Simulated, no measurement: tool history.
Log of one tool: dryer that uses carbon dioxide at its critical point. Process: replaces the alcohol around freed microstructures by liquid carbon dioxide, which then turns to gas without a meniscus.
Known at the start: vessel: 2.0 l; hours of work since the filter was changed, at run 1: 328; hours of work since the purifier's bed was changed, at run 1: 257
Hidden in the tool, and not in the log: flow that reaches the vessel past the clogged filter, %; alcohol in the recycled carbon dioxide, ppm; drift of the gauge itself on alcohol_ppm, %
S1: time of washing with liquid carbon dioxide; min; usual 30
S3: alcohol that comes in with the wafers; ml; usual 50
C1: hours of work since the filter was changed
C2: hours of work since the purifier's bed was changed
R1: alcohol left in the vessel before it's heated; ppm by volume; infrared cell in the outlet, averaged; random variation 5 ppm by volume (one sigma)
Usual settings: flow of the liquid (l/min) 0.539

{"run": 1, "hour": 0.0, "S1": 30, "flow of the liquid (l/min)": 0.539, "S3": 50, "C1": 328, "C2": 257, "R1": 62}
{"run": 2, "hour": 35.1, "S1": 30, "flow of the liquid (l/min)": 0.539, "S3": 50, "C1": 352, "C2": 280, "R1": 69}
{"run": 3, "hour": 75.2, "S1": 41, "flow of the liquid (l/min)": 0.539, "S3": 50, "C1": 378, "C2": 307, "R1": 42}
{"run": 4, "hour": 131.1, "S1": 41, "flow of the liquid (l/min)": 0.539, "S3": 50, "C1": 416, "C2": 344, "R1": 38}
{"hour": 146.9, "done": "inlet filter changed"}
{"run": 5, "hour": 163.5, "S1": 30, "flow of the liquid (l/min)": 0.539, "S3": 50, "C1": 11, "C2": 365, "R1": 63}
{"run": 6, "hour": 216.8, "S1": 30, "flow of the liquid (l/min)": 0.539, "S3": 50, "C1": 47, "C2": 401, "R1": 67}
{"run": 7, "hour": 256.7, "S1": 30, "flow of the liquid (l/min)": 0.539, "S3": 50, "C1": 73, "C2": 428, "R1": 71}
{"run": 8, "hour": 284.8, "S1": 30, "flow of the liquid (l/min)": 0.539, "S3": 50, "C1": 92, "C2": 447, "R1": 63}
{"run": 9, "hour": 319.9, "S1": 30, "flow of the liquid (l/min)": 0.539, "S3": 57, "C1": 116, "C2": 470, "R1": 75}
{"run": 10, "hour": 348.4, "S1": 40, "flow of the liquid (l/min)": 0.539, "S3": 50, "C1": 135, "C2": 489, "R1": 64}
{"run": 11, "hour": 394.5, "S1": 30, "flow of the liquid (l/min)": 0.909, "S3": 50, "C1": 166, "C2": 520, "R1": 74}
{"run": 12, "hour": 444.3, "S1": 30, "flow of the liquid (l/min)": 0.4, "S3": 50, "C1": 199, "C2": 553, "R1": 175}
{"run": 13, "hour": 471.2, "S1": 30, "flow of the liquid (l/min)": 0.4, "S3": 50, "C1": 217, "C2": 571, "R1": 193}
{"run": 14, "hour": 520.3, "S1": 30, "flow of the liquid (l/min)": 0.539, "S3": 85, "C1": 250, "C2": 604, "R1": 105}
{"run": 15, "hour": 556.7, "S1": 30, "flow of the liquid (l/min)": 0.539, "S3": 85, "C1": 274, "C2": 629, "R1": 110}
{"run": 16, "hour": 581.9, "S1": 40, "flow of the liquid (l/min)": 0.539, "S3": 50, "C1": 291, "C2": 645, "R1": 94}
{"run": 17, "hour": 610.0, "S1": 30, "flow of the liquid (l/min)": 0.705, "S3": 50, "C1": 310, "C2": 664, "R1": 108}
{"run": 18, "hour": 659.1, "S1": 30, "flow of the liquid (l/min)": 0.705, "S3": 50, "C1": 343, "C2": 697, "R1": 101}
{"run": 19, "hour": 691.7, "S1": 30, "flow of the liquid (l/min)": 0.705, "S3": 50, "C1": 365, "C2": 719, "R1": 94}
{"run": 20, "hour": 751.7, "S1": 30, "flow of the liquid (l/min)": 0.705, "S3": 50, "C1": 405, "C2": 759, "R1": 106}
{"hour": 782.5, "done": "inlet filter changed"}
{"run": 21, "hour": 792.9, "S1": 30, "flow of the liquid (l/min)": 0.539, "S3": 50, "C1": 7, "C2": 786, "R1": 127}
{"run": 22, "hour": 844.9, "S1": 30, "flow of the liquid (l/min)": 0.539, "S3": 50, "C1": 42, "C2": 821, "R1": 114}
{"run": 23, "hour": 892.0, "S1": 30, "flow of the liquid (l/min)": 0.641, "S3": 50, "C1": 73, "C2": 852, "R1": 117}
{"hour": 928.5, "done": "purifier's bed changed"}
{"run": 24, "hour": 933.4, "S1": 29, "flow of the liquid (l/min)": 0.368, "S3": 86, "C1": 99, "C2": 3, "R1": 295}
{"run": 25, "hour": 973.1, "S1": 37, "flow of the liquid (l/min)": 0.665, "S3": 111, "C1": 126, "C2": 30, "R1": 4}
{"run": 26, "hour": 1003.1, "S1": 18, "flow of the liquid (l/min)": 0.468, "S3": 50, "C1": 146, "C2": 50, "R1": 535}
{"run": 27, "hour": 1047.2, "S1": 18, "flow of the liquid (l/min)": 0.543, "S3": 63, "C1": 175, "C2": 79, "R1": 390}
{"run": 28, "hour": 1073.0, "S1": 18, "flow of the liquid (l/min)": 0.543, "S3": 63, "C1": 192, "C2": 97, "R1": 380}
{"run": 29, "hour": 1129.0, "S1": 22, "flow of the liquid (l/min)": 0.434, "S3": 93, "C1": 230, "C2": 134, "R1": 621}
{"run": 30, "hour": 1165.8, "S1": 31, "flow of the liquid (l/min)": 0.539, "S3": 62, "C1": 254, "C2": 159, "R1": 42}
{"run": 31, "hour": 1204.0, "S1": 44, "flow of the liquid (l/min)": 0.539, "S3": 27, "C1": 280, "C2": 184, "R1": 29}
{"run": 32, "hour": 1229.9, "S1": 26, "flow of the liquid (l/min)": 0.41, "S3": 21, "C1": 297, "C2": 202, "R1": 118}
{"run": 33, "hour": 1260.7, "S1": 26, "flow of the liquid (l/min)": 0.41, "S3": 21, "C1": 318, "C2": 222, "R1": 121}
{"run": 34, "hour": 1306.4, "S1": 37, "flow of the liquid (l/min)": 0.539, "S3": 70, "C1": 349, "C2": 253, "R1": 45}
{"run": 35, "hour": 1351.6, "S1": 30, "flow of the liquid (l/min)": 0.891, "S3": 47, "C1": 379, "C2": 283, "R1": 37}
{"run": 36, "hour": 1398.6, "S1": 30, "flow of the liquid (l/min)": 0.891, "S3": 47, "C1": 410, "C2": 315, "R1": 52}
{"hour": 1425.1, "done": "inlet filter changed"}
{"run": 37, "hour": 1433.9, "S1": 30, "flow of the liquid (l/min)": 0.793, "S3": 24, "C1": 6, "C2": 337, "R1": 50}
{"run": 38, "hour": 1479.6, "S1": 44, "flow of the liquid (l/min)": 0.539, "S3": 69, "C1": 36, "C2": 368, "R1": 52}
{"run": 39, "hour": 1509.0, "S1": 44, "flow of the liquid (l/min)": 0.539, "S3": 69, "C1": 56, "C2": 388, "R1": 55}
{"run": 40, "hour": 1549.2, "S1": 44, "flow of the liquid (l/min)": 0.539, "S3": 69, "C1": 83, "C2": 415, "R1": 67}
{"run": 41, "hour": 1594.3, "S1": 20, "flow of the liquid (l/min)": 0.324, "S3": 50, "C1": 113, "C2": 445, "R1": 1299}
{"run": 42, "hour": 1618.8, "S1": 30, "flow of the liquid (l/min)": 0.832, "S3": 77, "C1": 130, "C2": 461, "R1": 67}
{"run": 43, "hour": 1664.5, "S1": 21, "flow of the liquid (l/min)": 0.539, "S3": 42, "C1": 160, "C2": 492, "R1": 185}
{"run": 44, "hour": 1691.2, "S1": 21, "flow of the liquid (l/min)": 0.404, "S3": 42, "C1": 178, "C2": 510, "R1": 497}
{"run": 45, "hour": 1738.2, "S1": 21, "flow of the liquid (l/min)": 0.497, "S3": 60, "C1": 209, "C2": 541, "R1": 347}

Some steps in R1 between neighbouring runs. How much of each would the tool show without its hidden state too (settings, what came in, random variation), and how much is left for the hidden state, with any gauge scatter that isn't in both results?
Run 29 -> 30: S1 22 -> 31, flow of the liquid (l/min) 0.434 -> 0.539, S3 93 -> 62. R1 -579 ppm by volume: hidden state -99, all else -480.
Run 40 -> 41: S1 44 -> 20, flow of the liquid (l/min) 0.539 -> 0.324, S3 69 -> 50. R1 +1232 ppm by volume: hidden state +103, all else +1129.
Run 41 -> 42: S1 20 -> 30, flow of the liquid (l/min) 0.324 -> 0.832, S3 50 -> 77. R1 -1232 ppm by volume: hidden state -97, all else -1135.
